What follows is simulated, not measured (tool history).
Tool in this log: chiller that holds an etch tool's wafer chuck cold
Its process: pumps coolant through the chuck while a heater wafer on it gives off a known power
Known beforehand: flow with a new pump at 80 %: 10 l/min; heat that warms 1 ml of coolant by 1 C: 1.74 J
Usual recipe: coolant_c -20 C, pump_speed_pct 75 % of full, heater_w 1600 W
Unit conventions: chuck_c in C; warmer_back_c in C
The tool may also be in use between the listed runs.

Run 1, hour 0.0: usual settings. Result: chuck_c -3.3 C, warmer_back_c 5.93 C.
Run 2, hour 24.5: usual settings. Result: chuck_c -3.5 C, warmer_back_c 5.97 C.
Run 3, hour 51.1: usual settings but coolant_c -10 C. Result: chuck_c 6.7 C, warmer_back_c 5.95 C.
Run 4, hour 99.0: usual settings but coolant_c -21 C. Result: chuck_c -4.2 C, warmer_back_c 6.06 C.
Run 5, hour 153.1: usual settings but coolant_c -21 C. Result: chuck_c -4.3 C, warmer_back_c 5.96 C.
Run 6, hour 175.6: usual settings but heater_w 2266 W. Result: chuck_c 3.8 C, warmer_back_c 8.45 C.
Run 7, hour 208.9: usual settings. Result: chuck_c -3.3 C, warmer_back_c 5.91 C.
Run 8, hour 244.8: usual settings but coolant_c -16 C. Result: chuck_c 0.8 C, warmer_back_c 5.98 C.
Run 9, hour 288.3: usual settings but coolant_c -16 C. Result: chuck_c 0.8 C, warmer_back_c 5.95 C.
Run 10, hour 330.9: usual settings but coolant_c -21 C, pump_speed_pct 86 % of full, heater_w 1921 W. Result: chuck_c -2.7 C, warmer_back_c 6.12 C.
Run 11, hour 357.4: usual settings but pump_speed_pct 73 % of full, heater_w 874 W. Result: chuck_c -10.5 C, warmer_back_c 3.31 C.
Run 12, hour 392.3: usual settings but pump_speed_pct 73 % of full, heater_w 874 W. Result: chuck_c -10.5 C, warmer_back_c 3.37 C.
Run 13, hour 420.0: usual settings but coolant_c -15 C, pump_speed_pct 78 % of full, heater_w 1094 W. Result: chuck_c -3.8 C, warmer_back_c 3.88 C.
Run 14, hour 467.0: usual settings but coolant_c -13 C, pump_speed_pct 72 % of full. Result: chuck_c 4.5 C, warmer_back_c 6.24 C.
Run 15, hour 519.0: usual settings but coolant_c -10 C, pump_speed_pct 90 % of full, heater_w 880 W. Result: chuck_c -1.7 C, warmer_back_c 2.77 C.

Expected results for the next run?
Run 16, hour 570.2: usual settings but coolant_c -24 C, pump_speed_pct 97 % of full, heater_w 1553 W. Result: chuck_c ?, warmer_back_c ?.

Run 16 produced chuck_c -10.5 C, warmer_back_c 4.38 C.
With no hidden state in the tool, this same run would have given chuck_c -11.5 C, warmer_back_c 4.34 C.
